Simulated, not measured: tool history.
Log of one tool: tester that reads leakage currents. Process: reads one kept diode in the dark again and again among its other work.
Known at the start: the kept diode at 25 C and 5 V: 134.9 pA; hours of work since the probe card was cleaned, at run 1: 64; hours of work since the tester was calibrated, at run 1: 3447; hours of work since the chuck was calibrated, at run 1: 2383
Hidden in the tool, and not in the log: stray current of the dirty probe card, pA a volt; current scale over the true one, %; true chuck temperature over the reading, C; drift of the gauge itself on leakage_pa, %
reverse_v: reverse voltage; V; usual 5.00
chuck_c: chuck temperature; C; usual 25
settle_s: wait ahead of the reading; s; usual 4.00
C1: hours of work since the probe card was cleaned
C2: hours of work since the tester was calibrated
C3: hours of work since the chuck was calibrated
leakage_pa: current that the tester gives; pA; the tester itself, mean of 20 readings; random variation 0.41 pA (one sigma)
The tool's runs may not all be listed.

run 1 day=0.000 | reverse_v=5.00 chuck_c=25 settle_s=4.00 | C1=64 C2=3447 C3=2383 | leakage_pa=154.51
-- day=3.321 chuck's temperature calibrated
run 2 day=7.825 | reverse_v=5.00 chuck_c=25 settle_s=4.00 | C1=140 C2=3522 C3=44 | leakage_pa=131.96
run 3 day=18.308 | reverse_v=5.00 chuck_c=25 settle_s=4.00 | C1=242 C2=3624 C3=146 | leakage_pa=133.49
run 4 day=26.521 | reverse_v=5.00 chuck_c=25 settle_s=4.00 | C1=322 C2=3705 C3=226 | leakage_pa=134.75
-- day=34.546 tester calibrated
run 5 day=34.546 | reverse_v=5.00 chuck_c=25 settle_s=4.00 | C1=400 C2=0 C3=304 | leakage_pa=138.71
run 6 day=41.629 | reverse_v=5.00 chuck_c=25 settle_s=4.00 | C1=469 C2=69 C3=373 | leakage_pa=139.12
run 7 day=48.658 | reverse_v=6.39 chuck_c=25 settle_s=4.00 | C1=538 C2=138 C3=442 | leakage_pa=159.45
run 8 day=53.358 | reverse_v=6.39 chuck_c=25 settle_s=4.00 | C1=583 C2=184 C3=488 | leakage_pa=159.02
run 9 day=64.417 | reverse_v=6.39 chuck_c=25 settle_s=4.00 | C1=691 C2=292 C3=596 | leakage_pa=161.89
run 10 day=73.883 | reverse_v=5.00 chuck_c=28 settle_s=4.00 | C1=784 C2=384 C3=688 | leakage_pa=176.21
run 11 day=79.417 | reverse_v=5.00 chuck_c=28 settle_s=4.00 | C1=838 C2=438 C3=742 | leakage_pa=176.18
run 12 day=86.892 | reverse_v=5.00 chuck_c=25 settle_s=4.00 | C1=911 C2=511 C3=815 | leakage_pa=143.11
run 13 day=91.700 | reverse_v=5.00 chuck_c=25 settle_s=4.00 | C1=958 C2=558 C3=862 | leakage_pa=144.40
run 14 day=100.604 | reverse_v=5.00 chuck_c=25 settle_s=4.91 | C1=1045 C2=645 C3=949 | leakage_pa=144.92
run 15 day=110.012 | reverse_v=5.00 chuck_c=22 settle_s=4.00 | C1=1136 C2=737 C3=1041 | leakage_pa=118.11
run 16 day=114.604 | reverse_v=5.00 chuck_c=25 settle_s=4.00 | C1=1181 C2=781 C3=1085 | leakage_pa=146.33
run 17 day=119.738 | reverse_v=5.00 chuck_c=25 settle_s=4.00 | C1=1231 C2=832 C3=1136 | leakage_pa=146.42
run 18 day=129.517 | reverse_v=5.00 chuck_c=25 settle_s=4.00 | C1=1327 C2=927 C3=1231 | leakage_pa=147.82
run 19 day=137.108 | reverse_v=5.00 chuck_c=25 settle_s=2.35 | C1=1401 C2=1001 C3=1305 | leakage_pa=149.02
run 20 day=141.896 | reverse_v=5.00 chuck_c=25 settle_s=0.59 | C1=1448 C2=1048 C3=1352 | leakage_pa=151.78
run 21 day=152.829 | reverse_v=5.00 chuck_c=31 settle_s=8.03 | C1=1554 C2=1155 C3=1459 | leakage_pa=227.25
run 22 day=160.638 | reverse_v=5.00 chuck_c=33 settle_s=0.65 | C1=1631 C2=1231 C3=1535 | leakage_pa=262.95
run 23 day=167.258 | reverse_v=6.34 chuck_c=33 settle_s=6.07 | C1=1695 C2=1295 C3=1599 | leakage_pa=297.09
-- day=170.679 probe card cleaned and baked
run 24 day=175.250 | reverse_v=1.68 chuck_c=25 settle_s=4.00 | C1=45 C2=1372 C3=1676 | leakage_pa=84.48
run 25 day=183.142 | reverse_v=5.00 chuck_c=25 settle_s=0.34 | C1=122 C2=1449 C3=1753 | leakage_pa=153.99
run 26 day=191.658 | reverse_v=19.16 chuck_c=31 settle_s=5.36 | C1=205 C2=1532 C3=1836 | leakage_pa=462.02
run 27 day=199.592 | reverse_v=3.02 chuck_c=21 settle_s=1.57 | C1=282 C2=1610 C3=1914 | leakage_pa=87.58
run 28 day=204.521 | reverse_v=3.56 chuck_c=49 settle_s=4.00 | C1=330 C2=1658 C3=1962 | leakage_pa=623.83
run 29 day=212.288 | reverse_v=1.86 chuck_c=49 settle_s=4.00 | C1=406 C2=1734 C3=2038 | leakage_pa=443.38
run 30 day=217.662 | reverse_v=1.86 chuck_c=49 settle_s=4.00 | C1=459 C2=1786 C3=2090 | leakage_pa=444.81
run 31 day=224.583 | reverse_v=10.75 chuck_c=30 settle_s=4.00 | C1=526 C2=1854 C3=2158 | leakage_pa=326.86
run 32 day=234.667 | reverse_v=10.75 chuck_c=30 settle_s=4.00 | C1=625 C2=1952 C3=2256 | leakage_pa=327.41
run 33 day=241.383 | reverse_v=10.75 chuck_c=30 settle_s=4.00 | C1=690 C2=2018 C3=2322 | leakage_pa=330.02
run 34 day=249.050 | reverse_v=10.75 chuck_c=30 settle_s=4.00 | C1=765 C2=2093 C3=2396 | leakage_pa=331.47
-- day=250.904 chuck's temperature calibrated
run 35 day=255.375 | reverse_v=5.00 chuck_c=36 settle_s=4.00 | C1=826 C2=2153 C3=44 | leakage_pa=287.16
run 36 day=260.938 | reverse_v=5.00 chuck_c=25 settle_s=7.84 | C1=880 C2=2208 C3=98 | leakage_pa=134.18
run 37 day=269.971 | reverse_v=2.95 chuck_c=25 settle_s=7.84 | C1=968 C2=2296 C3=186 | leakage_pa=103.25
run 38 day=275.212 | reverse_v=5.00 chuck_c=56 settle_s=4.00 | C1=1019 C2=2347 C3=237 | leakage_pa=1022.57
run 39 day=282.038 | reverse_v=8.33 chuck_c=40 settle_s=4.00 | C1=1086 C2=2414 C3=304 | leakage_pa=497.34

Hidden state or all else? Some run-to-run changes of leakage_pa, split into what the settings, what came in and random variation would give without the hidden state, and what is left for the hidden state (with any gauge scatter that isn't in both results):
Run 26 -> 27: reverse_v 19.16 -> 3.02, chuck_c 31 -> 21, settle_s 5.36 -> 1.57. leakage_pa -374.44 pA: hidden state -36.30, all else -338.14.
Run 27 -> 28: reverse_v 3.02 -> 3.56, chuck_c 21 -> 49, settle_s 1.57 -> 4.00. leakage_pa +536.25 pA: hidden state +47.99, all else +488.26.
Run 34 -> 35: reverse_v 10.75 -> 5.00, chuck_c 30 -> 36, chuck's temperature calibrated. leakage_pa -44.31 pA: hidden state -46.81, all else +2.50.
Run 37 -> 38: reverse_v 2.95 -> 5.00, chuck_c 25 -> 56, settle_s 7.84 -> 4.00. leakage_pa +919.32 pA: hidden state -5.06, all else +924.38.
Run 38 -> 39: reverse_v 5.00 -> 8.33, chuck_c 56 -> 40. leakage_pa -525.23 pA: hidden state +6.75, all else -531.98.

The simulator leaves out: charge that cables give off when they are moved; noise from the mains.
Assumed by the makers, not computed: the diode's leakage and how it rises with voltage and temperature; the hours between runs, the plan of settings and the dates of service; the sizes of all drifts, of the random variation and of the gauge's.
